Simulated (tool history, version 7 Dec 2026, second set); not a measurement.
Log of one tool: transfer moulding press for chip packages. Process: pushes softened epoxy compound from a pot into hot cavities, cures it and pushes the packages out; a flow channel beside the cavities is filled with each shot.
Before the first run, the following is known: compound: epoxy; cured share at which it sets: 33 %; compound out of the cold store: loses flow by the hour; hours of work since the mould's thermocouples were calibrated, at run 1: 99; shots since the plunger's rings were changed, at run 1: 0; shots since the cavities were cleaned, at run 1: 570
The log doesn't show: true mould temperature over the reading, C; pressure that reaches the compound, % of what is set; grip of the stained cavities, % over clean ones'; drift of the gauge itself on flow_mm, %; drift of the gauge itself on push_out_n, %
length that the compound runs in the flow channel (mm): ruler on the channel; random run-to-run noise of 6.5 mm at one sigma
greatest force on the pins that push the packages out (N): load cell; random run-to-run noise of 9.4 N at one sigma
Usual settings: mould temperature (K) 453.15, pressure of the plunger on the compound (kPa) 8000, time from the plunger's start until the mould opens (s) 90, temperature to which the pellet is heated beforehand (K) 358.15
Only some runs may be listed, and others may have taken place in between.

run	hour	mould temperature (K)	pressure of the plunger on the compound (kPa)	time from the plunger's start until the mould opens (s)	temperature to which the pellet is heated beforehand (K)	hours of work since the mould's thermocouples were calibrated	shots since the plunger's rings were changed	shots since the cavities were cleaned	incoming compound's hours out of the cold store	length that the compound runs in the flow channel (mm)	greatest force on the pins that push the packages out (N)
1	0	453.15	8000	90	358.15	99	0	570	32.7	754	662
2	8.3	453.15	8000	90	358.15	105	118	688	20.9	775	742
3	15	453.15	8000	90	349.15	109	212	782	38.6	720	737
4	23.3	446.15	8000	90	358.15	115	330	900	45.5	727	1125
5	32.8	446.15	8000	90	358.15	122	465	1035	20.2	817	1307
6	41.1	453.15	8000	90	358.15	128	582	1152	12.7	805	864
# hour 43.9: cavities cleaned with cleaning compound and waxed
7	49.7	453.15	8000	90	355.15	133	681	81	26	761	504
8	54.9	453.15	8000	90	355.15	137	756	156	9.7	815	560
9	62.4	453.15	8000	90	358.15	142	862	262	17.8	780	592
10	66.6	453.15	8000	90	362.15	145	921	321	45.8	690	584
11	75.8	453.15	8000	90	362.15	151	1051	451	47.4	687	605
12	83.6	453.15	8000	90	358.15	157	1161	561	29.8	745	706
13	93.1	453.15	8000	90	358.15	164	1296	696	21.4	759	750
14	97.4	453.15	8000	90	358.15	167	1357	757	47.6	687	709
15	104.8	453.15	8000	82	358.15	172	1461	861	43.6	695	874
16	111.4	454.15	8000	90	358.15	177	1555	955	23.2	760	764
17	119.7	461.15	6830	108	358.15	182	1673	1073	13.7	710	576
18	123.9	454.15	7210	111	358.15	185	1731	1131	29.6	693	616
# hour 128.3: cavities cleaned with cleaning compound and waxed
19	134.8	454.15	7210	111	358.15	192	1864	92	13.8	753	374
20	141.9	454.15	7210	111	358.15	197	1965	193	45.2	651	419
21	146.2	457.15	8570	92	367.15	200	2025	253	32.6	734	474
22	152	457.15	8570	92	367.15	204	2107	335	32.7	731	500
23	161.9	453.15	8000	90	351.15	211	2247	475	43.1	671	648
24	166.4	453.15	6710	126	358.15	214	2312	540	12.8	728	492
25	175.5	453.15	6710	126	358.15	221	2439	667	42.1	633	530
26	182.2	453.15	6710	126	358.15	225	2534	762	41.9	624	522
27	191.6	453.15	8000	130	358.15	232	2668	896	30.5	723	550
28	201.5	450.15	8000	90	358.15	239	2807	1035	38.9	696	953
29	205.8	449.15	8000	90	358.15	242	2869	1097	40	709	973

Results for each run, recomputed without the tool's hidden state and with each run's random variation untouched:
run	length that the compound runs in the flow channel (mm)	greatest force on the pins that push the packages out (N)
1	752	415
2	775	446
3	721	432
4	730	632
5	821	711
6	811	460
7	769	441
8	824	453
9	790	443
10	700	423
11	698	403
12	758	446
13	774	447
14	702	419
15	712	492
16	780	424
17	730	321
18	713	332
19	777	329
20	672	338
21	760	360
22	758	360
23	697	426
24	757	323
25	659	331
26	652	316
27	757	319
28	731	510
29	745	514
